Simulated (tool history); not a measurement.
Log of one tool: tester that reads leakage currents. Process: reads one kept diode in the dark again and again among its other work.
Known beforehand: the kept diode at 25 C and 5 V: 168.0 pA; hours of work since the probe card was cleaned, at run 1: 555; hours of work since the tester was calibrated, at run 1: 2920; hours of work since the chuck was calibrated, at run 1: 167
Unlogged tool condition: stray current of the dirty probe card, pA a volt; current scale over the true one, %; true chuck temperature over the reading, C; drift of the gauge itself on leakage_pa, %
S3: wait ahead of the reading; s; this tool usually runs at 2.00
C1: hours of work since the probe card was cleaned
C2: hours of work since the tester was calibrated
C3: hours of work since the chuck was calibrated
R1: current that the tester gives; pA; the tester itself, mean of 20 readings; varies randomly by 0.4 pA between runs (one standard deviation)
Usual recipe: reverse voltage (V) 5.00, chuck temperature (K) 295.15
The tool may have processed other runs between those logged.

Run 1, hour 0.0: usual settings; C1 555; C2 2920; C3 167. Result: R1 129.81 pA.
Run 2, hour 81.5: usual settings; C1 601; C2 2966; C3 214. Result: R1 129.55 pA.
Run 3, hour 222.2: usual settings; C1 682; C2 3047; C3 294. Result: R1 127.25 pA.
Run 4, hour 334.3: usual settings; C1 746; C2 3111; C3 358. Result: R1 126.23 pA.
Run 5, hour 429.4: usual settings but reverse voltage (V) 2.06; C1 800; C2 3165; C3 413. Result: R1 77.10 pA.
Run 6, hour 514.8: usual settings but reverse voltage (V) 2.06; C1 849; C2 3214; C3 462. Result: R1 76.44 pA.
Run 7, hour 664.0: usual settings but reverse voltage (V) 2.06; C1 934; C2 3299; C3 547. Result: R1 75.19 pA.
At hour 682.2: chuck's temperature calibrated.
Run 8, hour 775.3: usual settings but reverse voltage (V) 13.37; C1 996; C2 3362; C3 53. Result: R1 230.49 pA.
Run 9, hour 884.1: usual settings; C1 1059; C2 3424; C3 115. Result: R1 131.67 pA.
Run 10, hour 948.1: usual settings but reverse voltage (V) 1.30, S3 0.30 s; C1 1095; C2 3460; C3 152. Result: R1 63.10 pA.
Run 11, hour 1086.1: usual settings but reverse voltage (V) 1.30, S3 0.30 s; C1 1174; C2 3539; C3 231. Result: R1 62.38 pA.
Run 12, hour 1158.5: usual settings but reverse voltage (V) 1.30, S3 0.30 s; C1 1215; C2 3581; C3 272. Result: R1 61.61 pA.
Run 13, hour 1306.1: usual settings but reverse voltage (V) 16.37, chuck temperature (K) 302.15, S3 1.37 s; C1 1300; C2 3665; C3 357. Result: R1 420.10 pA.
Run 14, hour 1372.1: usual settings but reverse voltage (V) 16.37, chuck temperature (K) 302.15, S3 1.37 s; C1 1338; C2 3703; C3 394. Result: R1 416.63 pA.
At hour 1478.3: probe card cleaned and baked.
Run 15, hour 1498.1: usual settings but reverse voltage (V) 2.36, chuck temperature (K) 323.15, S3 0.51 s; C1 11; C2 3773; C3 465. Result: R1 631.36 pA.
Run 16, hour 1617.6: usual settings but reverse voltage (V) 11.19; C1 80; C2 3841; C3 533. Result: R1 180.83 pA.
At hour 1655.7: chuck's temperature calibrated.
Run 17, hour 1762.4: usual settings but chuck temperature (K) 307.15, S3 0.71 s; C1 161; C2 3923; C3 61. Result: R1 325.74 pA.
Run 18, hour 1891.9: usual settings but chuck temperature (K) 307.15, S3 0.71 s; C1 235; C2 3997; C3 135. Result: R1 323.22 pA.

Entry by entry between the runs, the difference in hidden state between the last listed run before and the first listed run after:
Logged between run 7 and run 8: chuck's temperature calibrated (hour 682.2)
  stray current of the dirty probe card, pA a volt: 1.002 -> 1.064; current scale over the true one, %: -1.8 -> -1.83; true chuck temperature over the reading, C: -1.24 -> -0.18
  difference, measured minus the result without the unlogged condition, R1: -7.27 -> +6.45 pA
Logged between run 14 and run 15: probe card cleaned and baked (hour 1478.3)
  stray current of the dirty probe card, pA a volt: 1.42 -> 0.037; current scale over the true one, %: -2.03 -> -2.07; true chuck temperature over the reading, C: -1 -> -1.18
  difference, measured minus the result without the unlogged condition, R1: -18.04 -> -66.86 pA
Logged between run 16 and run 17: chuck's temperature calibrated (hour 1655.7)
  stray current of the dirty probe card, pA a volt: 0.105 -> 0.182; current scale over the true one, %: -2.11 -> -2.16; true chuck temperature over the reading, C: -1.34 -> -0.16
  difference, measured minus the result without the unlogged condition, R1: -23.94 -> -10.26 pA

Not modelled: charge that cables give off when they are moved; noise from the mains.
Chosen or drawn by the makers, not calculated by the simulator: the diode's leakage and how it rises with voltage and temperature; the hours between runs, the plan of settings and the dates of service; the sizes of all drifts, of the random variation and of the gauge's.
